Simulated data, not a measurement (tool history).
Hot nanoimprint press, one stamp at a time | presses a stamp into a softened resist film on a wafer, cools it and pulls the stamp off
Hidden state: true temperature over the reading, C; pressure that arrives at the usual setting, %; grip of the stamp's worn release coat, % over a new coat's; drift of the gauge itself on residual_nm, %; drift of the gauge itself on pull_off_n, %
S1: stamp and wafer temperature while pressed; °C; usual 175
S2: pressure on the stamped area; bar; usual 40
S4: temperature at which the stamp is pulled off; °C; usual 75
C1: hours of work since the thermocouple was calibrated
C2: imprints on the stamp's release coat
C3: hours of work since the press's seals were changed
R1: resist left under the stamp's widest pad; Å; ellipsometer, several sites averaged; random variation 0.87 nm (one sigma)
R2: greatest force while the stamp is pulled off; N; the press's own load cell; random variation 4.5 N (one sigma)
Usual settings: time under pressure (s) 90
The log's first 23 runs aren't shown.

run 24 day=44.488 | S1=183 S2=29.1 time_under_pressure_(s)=90 S4=70 | C1=258 C2=251 C3=308 | R1=1956 R2=233
run 25 day=46.212 | S1=175 S2=40 time_under_pressure_(s)=147 S4=77 | C1=278 C2=364 C3=328 | R1=2060 R2=220
-- day=47.788 plate thermocouple calibrated
run 26 day=48.812 | S1=184 S2=24.8 time_under_pressure_(s)=90 S4=61 | C1=12 C2=527 C3=356 | R1=2014 R2=262
run 27 day=50.446 | S1=186 S2=26.1 time_under_pressure_(s)=48 S4=75 | C1=31 C2=634 C3=375 | R1=2272 R2=228
run 28 day=52.679 | S1=186 S2=26.1 time_under_pressure_(s)=48 S4=75 | C1=56 C2=781 C3=401 | R1=2282 R2=227
run 29 day=55 | S1=186 S2=26.1 time_under_pressure_(s)=48 S4=75 | C1=83 C2=933 C3=427 | R1=2291 R2=228
run 30 day=56.854 | S1=186 S2=26.1 time_under_pressure_(s)=48 S4=75 | C1=104 C2=1055 C3=449 | R1=2293 R2=227
run 31 day=59.367 | S1=167 S2=26.1 time_under_pressure_(s)=96 S4=75 | C1=133 C2=1220 C3=477 | R1=3459 R2=220

Forecast each of these 3 alternatives for the next run:
run A day=61.817 | S1=175 S2=40 time_under_pressure_(s)=165 S4=75 | C1=161 C2=1381 C3=505 | R1=? R2=?
run B day=61.817 | S1=180 S2=26.1 time_under_pressure_(s)=96 S4=75 | C1=161 C2=1381 C3=505 | R1=? R2=?
run C day=61.817 | S1=175 S2=60.7 time_under_pressure_(s)=156 S4=75 | C1=161 C2=1381 C3=505 | R1=? R2=?

run=A R1=1994 R2=216
run=B R1=2298 R2=224
run=C R1=1707 R2=216
Without the tool's hidden state the same runs would have given:
run=A R1=1927 R2=214
run=B R1=2222 R2=222
run=C R1=1649 R2=214
